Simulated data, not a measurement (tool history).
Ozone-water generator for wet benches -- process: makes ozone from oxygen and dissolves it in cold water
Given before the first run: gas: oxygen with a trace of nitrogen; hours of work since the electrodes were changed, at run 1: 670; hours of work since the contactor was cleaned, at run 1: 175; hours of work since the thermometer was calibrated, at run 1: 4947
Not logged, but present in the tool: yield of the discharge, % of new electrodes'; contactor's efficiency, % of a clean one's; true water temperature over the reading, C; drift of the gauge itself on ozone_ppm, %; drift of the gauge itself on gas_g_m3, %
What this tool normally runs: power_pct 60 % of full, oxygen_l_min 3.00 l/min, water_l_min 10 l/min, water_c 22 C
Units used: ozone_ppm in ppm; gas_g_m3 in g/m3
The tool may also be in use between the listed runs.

run     day  power_pct  oxygen_l_min  water_l_min  water_c  hours of work since the electrodes were changed  hours of work since the contactor was cleaned  hours of work since the thermometer was calibrated  ozone_ppm  gas_g_m3
  1   0.000         60          3.00           10       22                                              670                                            175                                                4947       18.3     222.3
  2   1.204         60          3.00           10       22                                              690                                            195                                                4967       18.4     221.5
  3   3.204         60          3.00           10       22                                              723                                            228                                                5000       18.3     221.6
  4   4.992         41          3.00           10       22                                              752                                            257                                                5030       14.8     175.7
  5   7.238         41          3.00           10       22                                              789                                            294                                                5066       14.4     176.9
  6   9.108         60          3.00           10       22                                              820                                            325                                                5097       17.8     221.6
  7  11.008         60          3.00           10       22                                              852                                            356                                                5129       18.0     221.4
  8  12.833         60          3.00           10       15                                              882                                            386                                                5159       19.9     222.6
  9  14.525         60          3.00           10       22                                              909                                            414                                                5186       18.0     221.7
 10  16.979         79          3.00           10       22                                              950                                            455                                                5227       21.4     262.0
 11  18.296         79          3.00           10       22                                              971                                            476                                                5249       20.8     257.1
 12  19.779         60          2.13           10       22                                              996                                            501                                                5273       18.6     269.8
 13  22.162         60          4.24           10       22                                             1035                                            540                                                5312       17.0     181.5
 14  23.892         60          3.00           10       22                                             1064                                            568                                                5341       17.8     221.1
 15  26.392         77          3.00           10       22                                             1105                                            610                                                5382       20.7     253.4
 16  28.771         77          3.00           10       22                                             1144                                            649                                                5421       20.8     255.6
 17  30.808         77          2.17            9       18                                             1178                                            682                                                5455       24.7     310.2
 18  32.375         77          2.17            9       18                                             1203                                            708                                                5480       24.5     310.5
 19  34.333         77          2.17            9       18                                             1236                                            740                                                5513       24.5     309.4
 20  35.979         47          1.51           10       22                                             1263                                            768                                                5540       15.7     287.0
     37.004  -- water thermometer calibrated
 21  37.571         76          1.71           10       15                                             1289                                            793                                                   9       22.6     354.2
 22  40.150         76          1.71           10       15                                             1331                                            836                                                  52       22.7     351.4
 23  42.646         76          1.71           10       15                                             1372                                            877                                                  93       22.9     355.0
 24  45.196         60          3.00            7       22                                             1414                                            919                                                 135       22.6     221.9
 25  46.733         60          4.06            7       22                                             1439                                            944                                                 160       21.6     185.7
 26  49.179         60          4.06            7       22                                             1480                                            985                                                 200       21.0     187.0
 27  51.525         95          4.06            7       22                                             1518                                           1023                                                 239       28.0     241.6
 28  53.354         50          3.00            7       15                                             1548                                           1053                                                 269       23.2     198.3
 29  55.167         47          3.00           10       22                                             1578                                           1083                                                 299       15.5     193.4
 30  56.621         63          4.69           11       19                                             1602                                           1107                                                 323       17.2     173.8
 31  58.454         63          4.69           11       19                                             1632                                           1137                                                 353       17.0     173.6
 32  60.904         63          4.69           11       19                                             1673                                           1178                                                 394       17.2     176.1

Describe how what the log doesn't record of the tool's condition differs between the last listed run preceding each entry between runs and the first listed run following it.
Run 20 -> run 21: water thermometer calibrated (day 37.004)
  true water temperature over the reading, C: 0.01 -> 0
